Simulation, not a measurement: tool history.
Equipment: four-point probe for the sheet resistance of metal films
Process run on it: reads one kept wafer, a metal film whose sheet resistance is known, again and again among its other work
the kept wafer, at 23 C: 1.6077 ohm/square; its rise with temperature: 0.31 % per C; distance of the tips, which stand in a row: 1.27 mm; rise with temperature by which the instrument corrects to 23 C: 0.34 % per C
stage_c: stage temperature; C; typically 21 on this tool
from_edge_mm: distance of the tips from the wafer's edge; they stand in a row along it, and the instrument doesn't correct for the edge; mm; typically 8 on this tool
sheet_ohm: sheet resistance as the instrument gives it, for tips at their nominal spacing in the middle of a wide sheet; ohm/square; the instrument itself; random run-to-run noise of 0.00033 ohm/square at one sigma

run	day	stage_c	from_edge_mm	sheet_ohm
1	0	21	8	1.634122
2	0.554	21	8	1.633392
3	0.862	21	8	1.633871
4	1.554	21	8	1.633762
5	2.188	21	8	1.634541
6	2.5	21	8	1.634016
7	2.988	21	8	1.633916
8	3.704	23	8	1.633093
9	4.05	23	8	1.633031
10	4.462	21	8	1.633969
11	5.133	21	8	1.63346
12	5.517	21	5	1.666921
13	5.883	28	8	1.630662
# day 5.962: stage's thermometer calibrated
14	6.508	21	8	1.633701
15	6.996	21	8	1.633229
16	7.417	21	8	1.633582
17	7.762	21	8	1.633586
# day 8.175: stage's thermometer calibrated, once more
18	8.175	22	8	1.634718
19	8.862	21	32	1.615205
20	9.579	21	32	1.614222
21	9.883	21	32	1.614595
22	10.308	34	3	1.747781
23	10.95	34	63	1.607494
24	11.504	22	21	1.61657
25	12.062	22	21	1.615746
26	12.733	22	3	1.75301
27	13.046	22	3	1.75297
28	13.433	22	3	1.753681
29	14.092	21	21	1.616629
30	14.558	28	16	1.615777
31	14.95	21	31	1.614557
32	15.662	30	12	1.618487
33	15.983	32	24	1.609907
34	16.646	21	41	1.613991
35	17.292	35	43	1.607743
36	17.729	22	43	1.61309
37	18.421	30	43	1.609357
38	19.054	31	5	1.662804
39	19.779	31	5	1.662296
40	20.5	31	5	1.662633
41	20.838	26	24	1.613091

What if the next run were any one of these 3? Each begins from the tool's condition after run 41:
A	21.358	31	24	?
B	21.358	21	17	?
C	21.358	22	14	?

run	sheet_ohm
A	1.610922
B	1.617474
C	1.619534
Without the tool's hidden state the same runs would have given:
run	sheet_ohm
A	1.606679
B	1.61322
C	1.615275
